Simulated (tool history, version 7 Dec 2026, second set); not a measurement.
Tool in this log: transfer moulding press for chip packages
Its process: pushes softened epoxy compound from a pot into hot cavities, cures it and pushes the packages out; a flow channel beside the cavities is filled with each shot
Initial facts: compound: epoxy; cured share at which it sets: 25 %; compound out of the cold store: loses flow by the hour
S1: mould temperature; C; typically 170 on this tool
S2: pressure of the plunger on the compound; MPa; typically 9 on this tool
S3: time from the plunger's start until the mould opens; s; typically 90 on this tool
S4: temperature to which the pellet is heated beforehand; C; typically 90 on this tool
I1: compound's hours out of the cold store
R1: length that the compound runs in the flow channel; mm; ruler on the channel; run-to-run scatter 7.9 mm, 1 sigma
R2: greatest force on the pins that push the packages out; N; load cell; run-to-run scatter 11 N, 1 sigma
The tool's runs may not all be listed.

run	hour	S1	S2	S3	S4	I1	R1	R2
1	0	170	9	90	90	35.3	903	878
2	8.4	170	9	90	90	27.5	931	931
3	15.7	170	9	90	90	16.3	946	1036
4	22.7	170	9	90	90	8.2	963	1037
5	29.4	170	9	90	90	36.9	902	1049
6	34.8	170	9	90	90	38.3	889	1056
7	39	170	9	90	90	46.9	872	1040
8	44.7	170	9	90	90	16.2	953	547
9	51	170	8.15	90	90	27.4	866	610
10	55.7	170	9	118	90	30.8	914	464
11	64.9	169	9	82	88	29.2	925	1055
12	74.3	171	7.36	74	90	18.2	840	1273
13	79.3	167	7.36	74	90	14.4	856	1805
14	83.4	175	9	73	90	42.9	865	1017

Removed from this log: 1 entry logged between the listed runs. Between which two listed runs does each belong, and how does the tool's hidden state at the listed run before it compare with that at the listed run after it?
Run 7 -> run 8: cavities cleaned with cleaning compound and waxed (hour 44)
  true mould temperature over the reading, C: -0.38 -> -0.39; pressure that reaches the compound, % of what is set: 95.31 -> 95.19; grip of the stained cavities, % over clean ones': 101.3 -> 2.1
  measured minus no-state result, R1: -20 -> -23 mm; R2: +535 -> +26 N
